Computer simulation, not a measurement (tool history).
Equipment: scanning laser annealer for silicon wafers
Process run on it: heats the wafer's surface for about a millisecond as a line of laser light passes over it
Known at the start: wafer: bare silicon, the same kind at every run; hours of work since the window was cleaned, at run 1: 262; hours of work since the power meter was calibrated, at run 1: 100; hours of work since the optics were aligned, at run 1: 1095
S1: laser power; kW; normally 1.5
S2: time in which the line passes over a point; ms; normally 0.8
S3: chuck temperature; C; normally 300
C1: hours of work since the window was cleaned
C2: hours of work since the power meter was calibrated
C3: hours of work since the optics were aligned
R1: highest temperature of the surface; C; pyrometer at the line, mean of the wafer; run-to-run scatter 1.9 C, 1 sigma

run	day	S1	S2	S3	C1	C2	C3	R1
1	0	1.5	0.8	300	262	100	1095	1081
2	0.446	1.5	0.8	300	267	105	1100	1080
3	1.154	1.5	0.8	300	275	113	1108	1081
4	1.817	1.5	0.8	300	282	120	1116	1080
5	2.417	1.5	0.8	300	289	127	1122	1077
6	2.892	1.5	0.8	300	294	133	1128	1080
7	3.492	1.5	0.8	300	301	139	1134	1081
8	3.921	1.5	0.8	262	306	144	1139	1040
9	4.5	1.5	0.8	276	312	151	1146	1052
10	5.204	1.5	0.8	276	320	158	1154	1052
11	5.658	1.5	0.8	276	325	164	1159	1056
12	6.196	1.521	0.8	276	331	170	1165	1066
13	6.854	1.5	0.707	300	339	177	1172	1031
14	7.225	1.5	0.707	300	343	181	1176	1029
15	7.588	1.5	0.714	300	347	185	1180	1031
16	8.088	1.5	0.714	300	352	191	1186	1033
17	8.688	1.526	0.8	300	359	197	1193	1092
18	9.254	1.526	0.8	300	365	204	1199	1089
19	9.929	1.526	0.8	300	373	211	1206	1091
20	10.571	1.5	0.8	265	380	219	1214	1036
21	11.246	1.5	0.8	265	388	226	1221	1035
# day 11.429: laser's power meter calibrated
22	12.012	1.5	0.819	300	395	7	1228	1080
23	12.379	1.447	0.8	300	399	11	1233	1041
# day 12.883: laser's power meter calibrated, once more
24	13.117	1.33	0.582	322	406	3	1239	892
25	13.725	1.333	0.8	300	413	9	1246	972
26	14.067	1.508	0.8	276	417	13	1250	1050
27	14.65	1.523	0.633	318	423	20	1257	1014
28	15.017	1.282	0.893	306	427	24	1261	982
29	15.371	1.462	0.893	290	431	28	1265	1077
30	15.958	1.462	0.562	290	438	34	1271	919
31	16.521	1.303	0.562	315	444	41	1278	862
32	17.046	1.303	0.562	315	450	47	1283	863
33	17.417	1.5	0.834	309	454	51	1288	1094
34	17.975	1.5	0.834	309	460	57	1294	1090
35	18.433	1.346	0.954	319	465	62	1299	1050
36	19.042	1.346	0.954	319	472	69	1306	1055
37	19.467	1.538	0.668	280	477	74	1311	1002
38	19.933	1.609	0.597	269	482	79	1316	992
39	20.458	1.609	0.597	269	488	85	1322	988

Predict each of these 3 candidate next runs independently; none follows another, all start after run 39:
A	20.946	1.5	0.737	263	494	90	1327	?
B	20.946	1.5	0.584	315	494	90	1327	?
C	20.946	1.407	0.873	314	494	90	1327	?

run	R1
A	999
B	970
C	1054
What these runs would have given with no unlogged condition in the tool:
run	R1
A	1034
B	1002
C	1090
